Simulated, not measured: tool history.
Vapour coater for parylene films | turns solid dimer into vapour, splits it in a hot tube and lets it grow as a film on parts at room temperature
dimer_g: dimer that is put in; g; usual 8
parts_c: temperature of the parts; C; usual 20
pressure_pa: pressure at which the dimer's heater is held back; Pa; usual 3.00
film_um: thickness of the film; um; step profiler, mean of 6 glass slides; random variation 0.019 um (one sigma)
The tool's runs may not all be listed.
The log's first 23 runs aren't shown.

| run | day | dimer_g | parts_c | pressure_pa | hours of work since the trap's valve was overhauled | hours of work since the table's thermometer was calibrated | film_um |
|---|---|---|---|---|---|---|---|
| 24 | 12.150 | 8 | 31 | 2.22 | 206 | 278 | 3.07 |
| 25 | 12.671 | 8 | 26 | 5.11 | 213 | 286 | 2.97 |
| 26 | 13.258 | 5 | 14 | 10.15 | 222 | 295 | 2.41 |
| 27 | 13.838 | 5 | 14 | 10.15 | 231 | 304 | 2.45 |
| 28 | 14.304 | 6 | 16 | 10.15 | 238 | 311 | 2.70 |
| 29 | 15.054 | 6 | 16 | 10.15 | 249 | 322 | 2.68 |
| 30 | 15.583 | 6 | 14 | 3.36 | 257 | 330 | 3.81 |
| 31 | 16.125 | 6 | 14 | 3.36 | 265 | 338 | 3.79 |
| 32 | 16.696 | 13 | 18 | 4.93 | 274 | 347 | 6.48 |
| 33 | 17.379 | 13 | 18 | 4.93 | 284 | 357 | 6.42 |
| 34 | 18.033 | 6 | 24 | 2.94 | 294 | 367 | 2.75 |
| 35 | 18.742 | 5 | 23 | 2.09 | 305 | 377 | 2.57 |
| 36 | 19.279 | 6 | 24 | 2.75 | 313 | 385 | 2.74 |
| 37 | 19.817 | 6 | 24 | 2.75 | 321 | 393 | 2.75 |
| 38 | 20.196 | 6 | 24 | 2.75 | 326 | 399 | 2.77 |
| 39 | 20.929 | 6 | 24 | 2.75 | 337 | 410 | 2.72 |
| 40 | 21.304 | 6 | 24 | 2.75 | 343 | 416 | 2.72 |
| 41 | 21.821 | 5 | 31 | 3.00 | 351 | 423 | 1.74 |

Forecast each of these 4 alternatives for the next run:
| A | 22.533 | 4 | 19 | 7.69 | 361 | 434 | ? |
| B | 22.533 | 6 | 19 | 3.05 | 361 | 434 | ? |
| C | 22.533 | 6 | 21 | 2.27 | 361 | 434 | ? |
| D | 22.533 | 5 | 31 | 10.65 | 361 | 434 | ? |

| run | film_um |
|---|---|
| A | 1.70 |
| B | 3.18 |
| C | 3.20 |
| D | 1.27 |
Without the tool's hidden state the same runs would have given:
| run | film_um |
|---|---|
| A | 1.79 |
| B | 3.35 |
| C | 3.37 |
| D | 1.33 |

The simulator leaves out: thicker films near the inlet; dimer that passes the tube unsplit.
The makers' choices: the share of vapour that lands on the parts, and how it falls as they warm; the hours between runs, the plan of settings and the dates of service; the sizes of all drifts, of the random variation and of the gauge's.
